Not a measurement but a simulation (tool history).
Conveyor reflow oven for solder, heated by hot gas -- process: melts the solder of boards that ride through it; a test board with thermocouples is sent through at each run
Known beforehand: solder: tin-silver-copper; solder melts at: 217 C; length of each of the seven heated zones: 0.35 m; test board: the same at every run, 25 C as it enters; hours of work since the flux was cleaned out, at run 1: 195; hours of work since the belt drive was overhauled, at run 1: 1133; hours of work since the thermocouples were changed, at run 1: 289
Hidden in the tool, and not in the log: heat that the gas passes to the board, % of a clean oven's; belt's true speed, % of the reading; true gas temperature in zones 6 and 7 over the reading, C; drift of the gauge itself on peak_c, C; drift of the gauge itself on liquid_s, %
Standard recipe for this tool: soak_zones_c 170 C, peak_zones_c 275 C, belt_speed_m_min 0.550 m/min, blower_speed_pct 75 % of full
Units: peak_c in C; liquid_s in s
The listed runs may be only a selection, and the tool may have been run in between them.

run,hour,soak_zones_c,peak_zones_c,belt_speed_m_min,blower_speed_pct,hours of work since the flux was cleaned out,hours of work since the belt drive was overhauled,hours of work since the thermocouples were changed,peak_c,liquid_s
1,0.0,170,275,0.550,75,195,1133,289,256.8,60.2
2,82.9,170,275,0.550,75,247,1186,341,257.6,60.7
3,168.2,170,275,0.550,75,301,1240,395,255.8,59.6
4,224.4,170,275,0.550,75,337,1275,431,256.4,59.4
5,303.8,170,275,0.585,75,387,1326,481,253.9,53.8
# hour 364.3: flux residue cleaned out of gas plates and filters
# hour 368.3: belt drive overhauled, speed set with a stopwatch
6,414.4,170,275,0.585,75,29,29,545,254.9,53.6
7,455.7,170,275,0.585,75,55,55,571,254.8,53.6
8,509.6,170,275,0.585,75,89,89,605,255.5,53.2
9,594.9,178,275,0.550,75,143,143,659,258.3,61.7
10,656.3,178,275,0.550,75,182,182,698,258.0,62.1
11,717.9,178,275,0.550,75,221,221,737,258.8,62.8
12,784.4,170,275,0.550,75,263,263,779,255.9,57.5
13,834.7,170,275,0.550,75,295,295,811,256.7,58.5
14,899.9,171,275,0.550,75,336,336,852,256.2,58.1
# hour 930.1: thermocouples of zones 6 and 7 changed
15,943.8,170,275,0.550,75,363,363,9,253.9,57.4
16,1015.9,170,275,0.550,75,409,409,54,253.9,56.4
# hour 1044.7: flux residue cleaned out of gas plates and filters
17,1076.0,170,275,0.550,75,20,443,89,258.4,60.2
18,1140.4,170,275,0.550,75,61,484,130,257.7,59.9
19,1192.8,163,267,0.564,68,94,517,163,246.3,48.6
20,1238.6,163,267,0.564,68,123,546,192,246.6,46.5
21,1304.9,163,267,0.564,68,165,588,234,246.0,47.9
22,1378.7,163,267,0.564,68,211,635,281,246.1,47.0
23,1453.4,170,289,0.633,74,259,682,328,261.8,53.9
24,1545.5,170,289,0.633,74,317,740,386,262.2,53.5
25,1605.3,170,275,0.550,82,355,778,424,257.3,59.7
26,1649.4,161,281,0.481,51,383,806,452,260.7,66.6
# hour 1717.5: flux residue cleaned out of gas plates and filters
27,1734.9,170,265,0.600,78,11,857,503,248.5,48.6
28,1797.8,172,289,0.492,63,51,897,543,273.0,77.9
29,1849.5,172,289,0.492,63,84,930,575,274.2,78.2
30,1928.1,172,289,0.492,63,133,979,625,273.0,77.2
31,1983.3,167,280,0.616,51,168,1014,660,251.9,47.1

Hidden condition of the tool, last listed run before each entry between runs versus first listed run after:
From run 5 to run 6: flux residue cleaned out of gas plates and filters (hour 364.3); belt drive overhauled, speed set with a stopwatch (hour 368.3)
  heat that the gas passes to the board, % of a clean oven's: 87.6 -> 97.8; belt's true speed, % of the reading: 96.61 -> 100.02; true gas temperature in zones 6 and 7 over the reading, C: 0.76 -> 0.85
  measured less the result without the state, peak_c: -1.8 -> +0.1 C; liquid_s: +0.1 -> -0.1 s
From run 14 to run 15: thermocouples of zones 6 and 7 changed (hour 930.1)
  heat that the gas passes to the board, % of a clean oven's: 88.6 -> 87.9; belt's true speed, % of the reading: 99.23 -> 99.16; true gas temperature in zones 6 and 7 over the reading, C: 1.29 -> 0.25
  measured less the result without the state, peak_c: -1.8 -> -3.0 C; liquid_s: -1.3 -> -2.2 s
From run 16 to run 17: flux residue cleaned out of gas plates and filters (hour 1044.7)
  heat that the gas passes to the board, % of a clean oven's: 86.5 -> 99.1; belt's true speed, % of the reading: 99.04 -> 98.96; true gas temperature in zones 6 and 7 over the reading, C: 0.32 -> 0.37
  measured less the result without the state, peak_c: -3.4 -> +0.4 C; liquid_s: -2.4 -> +1.0 s
From run 26 to run 27: flux residue cleaned out of gas plates and filters (hour 1717.5)
  heat that the gas passes to the board, % of a clean oven's: 88.5 -> 99.5; belt's true speed, % of the reading: 98.03 -> 97.89; true gas temperature in zones 6 and 7 over the reading, C: 0.88 -> 0.96
  measured less the result without the state, peak_c: -1.3 -> +1.4 C; liquid_s: +0.0 -> +2.2 s

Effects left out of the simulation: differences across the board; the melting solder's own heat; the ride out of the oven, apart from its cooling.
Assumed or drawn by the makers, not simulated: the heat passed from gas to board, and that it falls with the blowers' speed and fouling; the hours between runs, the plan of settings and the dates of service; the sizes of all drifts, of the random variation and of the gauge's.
